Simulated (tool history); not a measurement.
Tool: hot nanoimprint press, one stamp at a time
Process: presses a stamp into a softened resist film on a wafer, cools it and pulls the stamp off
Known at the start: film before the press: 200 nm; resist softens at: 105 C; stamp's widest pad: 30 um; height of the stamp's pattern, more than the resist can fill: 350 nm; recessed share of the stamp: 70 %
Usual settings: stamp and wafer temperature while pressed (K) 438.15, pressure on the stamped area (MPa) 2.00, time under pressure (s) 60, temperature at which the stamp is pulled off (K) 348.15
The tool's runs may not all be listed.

run    day  stamp and wafer temperature while pressed (K)  pressure on the stamped area (MPa)  time under pressure (s)  temperature at which the stamp is pulled off (K)  resist left under the stamp's widest pad (Å)  greatest force while the stamp is pulled off (N)
  1  0.000                                         438.15                                2.00                       60                                            348.15                                          1141                                               163
  2  0.179                                         431.15                                2.00                       60                                            348.15                                          1400                                               159
  3  0.388                                         438.15                                2.00                       60                                            339.15                                          1128                                               201
  4  0.717                                         438.15                                2.00                       60                                            339.15                                          1120                                               204
  5  1.067                                         438.15                                2.00                       60                                            339.15                                          1118                                               197
  6  1.258                                         438.15                                2.00                       35                                            339.15                                          1313                                               201
     1.446  -- plate thermocouple calibrated
  7  1.725                                         438.15                                2.00                       35                                            339.15                                          1322                                               202
  8  1.929                                         438.15                                2.00                       35                                            339.15                                          1314                                               203
  9  2.229                                         438.15                                2.00                       35                                            339.15                                          1305                                               199
 10  2.567                                         438.15                                2.00                       35                                            339.15                                          1298                                               202
 11  2.875                                         438.15                                2.00                       35                                            339.15                                          1304                                               200
 12  3.146                                         438.15                                2.00                       35                                            339.15                                          1294                                               198
 13  3.496                                         438.15                                2.00                       60                                            348.15                                          1105                                               158

The next listed run, before its measurement:
 14  3.738                                         449.15                                1.33                       60                                            348.15                                             ?                                                 ?

{"run 14": {"resist left under the stamp's widest pad (Å)": 940, "greatest force while the stamp is pulled off (N)": 161}}
Without the tool's hidden state the same run would have given resist left under the stamp's widest pad (Å) 961, greatest force while the stamp is pulled off (N) 161.
